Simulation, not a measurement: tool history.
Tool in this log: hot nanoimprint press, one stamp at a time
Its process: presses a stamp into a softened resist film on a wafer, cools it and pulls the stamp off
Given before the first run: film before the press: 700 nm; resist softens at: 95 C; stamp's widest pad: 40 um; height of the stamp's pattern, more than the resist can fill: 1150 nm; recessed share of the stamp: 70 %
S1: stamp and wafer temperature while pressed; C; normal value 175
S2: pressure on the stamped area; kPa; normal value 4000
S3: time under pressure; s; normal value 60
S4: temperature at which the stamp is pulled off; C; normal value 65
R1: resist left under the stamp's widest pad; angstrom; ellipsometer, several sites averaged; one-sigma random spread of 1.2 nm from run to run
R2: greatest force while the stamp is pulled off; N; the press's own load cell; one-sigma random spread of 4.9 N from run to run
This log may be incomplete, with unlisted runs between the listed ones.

{"run": 1, "hour": 0.0, "S1": 175, "S2": 4000, "S3": 60, "S4": 65, "R1": 2591, "R2": 263}
{"run": 2, "hour": 22.9, "S1": 175, "S2": 4000, "S3": 60, "S4": 65, "R1": 2586, "R2": 267}
{"run": 3, "hour": 43.6, "S1": 175, "S2": 4000, "S3": 60, "S4": 65, "R1": 2598, "R2": 272}
{"run": 4, "hour": 69.8, "S1": 175, "S2": 4000, "S3": 60, "S4": 65, "R1": 2585, "R2": 270}
{"run": 5, "hour": 97.9, "S1": 175, "S2": 4000, "S3": 60, "S4": 65, "R1": 2578, "R2": 276}
{"run": 6, "hour": 124.8, "S1": 175, "S2": 4000, "S3": 60, "S4": 65, "R1": 2597, "R2": 279}
{"run": 7, "hour": 147.6, "S1": 185, "S2": 4000, "S3": 60, "S4": 65, "R1": 1949, "R2": 277}
{"run": 8, "hour": 173.1, "S1": 185, "S2": 4000, "S3": 60, "S4": 65, "R1": 1981, "R2": 293}
{"run": 9, "hour": 187.0, "S1": 175, "S2": 5330, "S3": 60, "S4": 65, "R1": 2242, "R2": 295}
{"run": 10, "hour": 198.6, "S1": 175, "S2": 4000, "S3": 60, "S4": 65, "R1": 2589, "R2": 290}
{"hour": 203.2, "done": "plate thermocouple calibrated"}
{"run": 11, "hour": 223.3, "S1": 175, "S2": 4000, "S3": 60, "S4": 65, "R1": 2561, "R2": 283}
{"run": 12, "hour": 247.2, "S1": 175, "S2": 4000, "S3": 60, "S4": 65, "R1": 2537, "R2": 293}
{"hour": 265.3, "done": "plate thermocouple calibrated, once more"}
{"run": 13, "hour": 269.5, "S1": 175, "S2": 4000, "S3": 60, "S4": 65, "R1": 2645, "R2": 302}
{"hour": 278.9, "done": "stamp cleaned and given a new release coat"}
{"run": 14, "hour": 295.1, "S1": 175, "S2": 4000, "S3": 60, "S4": 57, "R1": 2673, "R2": 290}
{"run": 15, "hour": 309.1, "S1": 175, "S2": 4000, "S3": 60, "S4": 65, "R1": 2660, "R2": 238}
{"run": 16, "hour": 334.2, "S1": 175, "S2": 4000, "S3": 60, "S4": 65, "R1": 2644, "R2": 240}
{"run": 17, "hour": 354.5, "S1": 185, "S2": 3910, "S3": 33, "S4": 59, "R1": 2630, "R2": 285}
{"run": 18, "hour": 379.6, "S1": 169, "S2": 3910, "S3": 68, "S4": 55, "R1": 3032, "R2": 301}
{"run": 19, "hour": 407.9, "S1": 169, "S2": 4000, "S3": 60, "S4": 65, "R1": 3110, "R2": 250}
{"run": 20, "hour": 422.6, "S1": 175, "S2": 5980, "S3": 34, "S4": 71, "R1": 2773, "R2": 226}
{"run": 21, "hour": 438.0, "S1": 177, "S2": 4000, "S3": 37, "S4": 65, "R1": 3046, "R2": 268}
{"run": 22, "hour": 458.4, "S1": 175, "S2": 4000, "S3": 70, "S4": 65, "R1": 2484, "R2": 268}
{"run": 23, "hour": 470.7, "S1": 175, "S2": 4380, "S3": 70, "S4": 62, "R1": 2373, "R2": 279}
{"run": 24, "hour": 498.8, "S1": 175, "S2": 2710, "S3": 60, "S4": 65, "R1": 3138, "R2": 271}
{"run": 25, "hour": 523.7, "S1": 175, "S2": 2860, "S3": 60, "S4": 65, "R1": 3061, "R2": 264}
{"run": 26, "hour": 543.5, "S1": 186, "S2": 5310, "S3": 62, "S4": 69, "R1": 1671, "R2": 249}
{"run": 27, "hour": 559.3, "S1": 184, "S2": 4220, "S3": 62, "S4": 69, "R1": 1956, "R2": 253}
{"run": 28, "hour": 586.0, "S1": 184, "S2": 4220, "S3": 62, "S4": 69, "R1": 1977, "R2": 256}
{"run": 29, "hour": 603.1, "S1": 187, "S2": 3010, "S3": 80, "S4": 68, "R1": 1906, "R2": 258}

Results for each run, recomputed without the tool's hidden state and with each run's random variation untouched:
Hidden state present: true temperature over the reading, C; pressure that arrives at the usual setting, %; grip of the stamp's worn release coat, % over a new coat's; drift of the gauge itself on residual_nm, %; drift of the gauge itself on pull_off_n, %.
run=1 R1=2640 R2=239
run=2 R1=2638 R2=240
run=3 R1=2654 R2=242
run=4 R1=2644 R2=238
run=5 R1=2640 R2=239
run=6 R1=2662 R2=238
run=7 R1=1997 R2=234
run=8 R1=2031 R2=245
run=9 R1=2306 R2=245
run=10 R1=2663 R2=239
run=11 R1=2659 R2=233
run=12 R1=2637 R2=239
run=13 R1=2633 R2=235
run=14 R1=2664 R2=288
run=15 R1=2653 R2=234
run=16 R1=2640 R2=233
run=17 R1=2627 R2=273
run=18 R1=3035 R2=285
run=19 R1=3117 R2=233
run=20 R1=2772 R2=209
run=21 R1=3055 R2=246
run=22 R1=2495 R2=244
run=23 R1=2383 R2=252
run=24 R1=3163 R2=241
run=25 R1=3088 R2=232
run=26 R1=1677 R2=217
run=27 R1=1970 R2=219
run=28 R1=1994 R2=219
run=29 R1=1928 R2=218

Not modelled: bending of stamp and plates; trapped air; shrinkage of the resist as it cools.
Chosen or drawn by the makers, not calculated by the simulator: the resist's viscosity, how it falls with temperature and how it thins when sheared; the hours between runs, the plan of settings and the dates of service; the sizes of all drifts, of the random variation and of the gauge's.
